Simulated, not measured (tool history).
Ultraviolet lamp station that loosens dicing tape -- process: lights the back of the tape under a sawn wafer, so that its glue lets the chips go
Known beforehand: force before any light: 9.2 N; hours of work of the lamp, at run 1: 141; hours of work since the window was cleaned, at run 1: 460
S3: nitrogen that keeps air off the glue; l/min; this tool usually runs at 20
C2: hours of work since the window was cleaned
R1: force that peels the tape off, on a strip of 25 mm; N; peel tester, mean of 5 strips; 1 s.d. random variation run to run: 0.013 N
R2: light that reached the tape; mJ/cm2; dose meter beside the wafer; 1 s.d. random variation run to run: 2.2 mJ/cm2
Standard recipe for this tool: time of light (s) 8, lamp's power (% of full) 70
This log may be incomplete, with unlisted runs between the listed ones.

run 1 day=0.000 | time_of_light_(s)=8 lamp's_power_(%_of_full)=70 S3=20 | hours_of_work_of_the_lamp=141 C2=460 | R1=0.881 R2=152
run 2 day=0.342 | time_of_light_(s)=8 lamp's_power_(%_of_full)=70 S3=20 | hours_of_work_of_the_lamp=145 C2=465 | R1=0.855 R2=156
run 3 day=0.508 | time_of_light_(s)=8 lamp's_power_(%_of_full)=70 S3=20 | hours_of_work_of_the_lamp=148 C2=468 | R1=0.883 R2=153
run 4 day=0.754 | time_of_light_(s)=8 lamp's_power_(%_of_full)=70 S3=20 | hours_of_work_of_the_lamp=151 C2=471 | R1=0.897 R2=154
run 5 day=1.117 | time_of_light_(s)=8 lamp's_power_(%_of_full)=70 S3=20 | hours_of_work_of_the_lamp=156 C2=476 | R1=0.898 R2=156
run 6 day=1.333 | time_of_light_(s)=8 lamp's_power_(%_of_full)=70 S3=20 | hours_of_work_of_the_lamp=159 C2=479 | R1=0.915 R2=149
run 7 day=1.654 | time_of_light_(s)=8 lamp's_power_(%_of_full)=70 S3=21 | hours_of_work_of_the_lamp=164 C2=484 | R1=0.908 R2=152
run 8 day=1.846 | time_of_light_(s)=8 lamp's_power_(%_of_full)=70 S3=20 | hours_of_work_of_the_lamp=167 C2=486 | R1=0.917 R2=152
run 9 day=2.142 | time_of_light_(s)=8 lamp's_power_(%_of_full)=70 S3=20 | hours_of_work_of_the_lamp=171 C2=491 | R1=0.891 R2=152
run 10 day=2.362 | time_of_light_(s)=16 lamp's_power_(%_of_full)=70 S3=7 | hours_of_work_of_the_lamp=174 C2=494 | R1=0.502 R2=301
-- day=2.400 window cleaned of glue's vapour
run 11 day=2.625 | time_of_light_(s)=14 lamp's_power_(%_of_full)=61 S3=18 | hours_of_work_of_the_lamp=177 C2=3 | R1=0.481 R2=228
-- day=2.975 window cleaned of glue's vapour, once more
run 12 day=3.021 | time_of_light_(s)=14 lamp's_power_(%_of_full)=61 S3=18 | hours_of_work_of_the_lamp=183 C2=1 | R1=0.360 R2=258
run 13 day=3.312 | time_of_light_(s)=14 lamp's_power_(%_of_full)=61 S3=18 | hours_of_work_of_the_lamp=187 C2=5 | R1=0.331 R2=259
run 14 day=3.542 | time_of_light_(s)=13 lamp's_power_(%_of_full)=88 S3=12 | hours_of_work_of_the_lamp=190 C2=8 | R1=0.302 R2=348
run 15 day=3.817 | time_of_light_(s)=10 lamp's_power_(%_of_full)=95 S3=21 | hours_of_work_of_the_lamp=194 C2=12 | R1=0.286 R2=285
run 16 day=4.129 | time_of_light_(s)=14 lamp's_power_(%_of_full)=70 S3=15 | hours_of_work_of_the_lamp=198 C2=16 | R1=0.326 R2=288
run 17 day=4.433 | time_of_light_(s)=4 lamp's_power_(%_of_full)=90 S3=10 | hours_of_work_of_the_lamp=203 C2=21 | R1=2.359 R2=108
run 18 day=4.667 | time_of_light_(s)=15 lamp's_power_(%_of_full)=90 S3=13 | hours_of_work_of_the_lamp=206 C2=24 | R1=0.238 R2=406

Branching from run 18: 5 alternative next runs. What would each branch give?
run A day=4.942 | time_of_light_(s)=10 lamp's_power_(%_of_full)=70 S3=7 | hours_of_work_of_the_lamp=210 C2=28 | R1=? R2=?
run B day=4.942 | time_of_light_(s)=9 lamp's_power_(%_of_full)=90 S3=17 | hours_of_work_of_the_lamp=210 C2=28 | R1=? R2=?
run C day=4.942 | time_of_light_(s)=7 lamp's_power_(%_of_full)=90 S3=8 | hours_of_work_of_the_lamp=210 C2=28 | R1=? R2=?
run D day=4.942 | time_of_light_(s)=14 lamp's_power_(%_of_full)=84 S3=13 | hours_of_work_of_the_lamp=210 C2=28 | R1=? R2=?
run E day=4.942 | time_of_light_(s)=8 lamp's_power_(%_of_full)=84 S3=20 | hours_of_work_of_the_lamp=210 C2=28 | R1=? R2=?

run=A R1=1.048 R2=208
run=B R1=0.407 R2=241
run=C R1=1.163 R2=188
run=D R1=0.270 R2=351
run=E R1=0.528 R2=198
With the hidden condition removed and each run's random variation left untouched, the same runs would have given:
run=A R1=0.834 R2=234
run=B R1=0.333 R2=272
run=C R1=0.932 R2=212
run=D R1=0.244 R2=395
run=E R1=0.422 R2=224
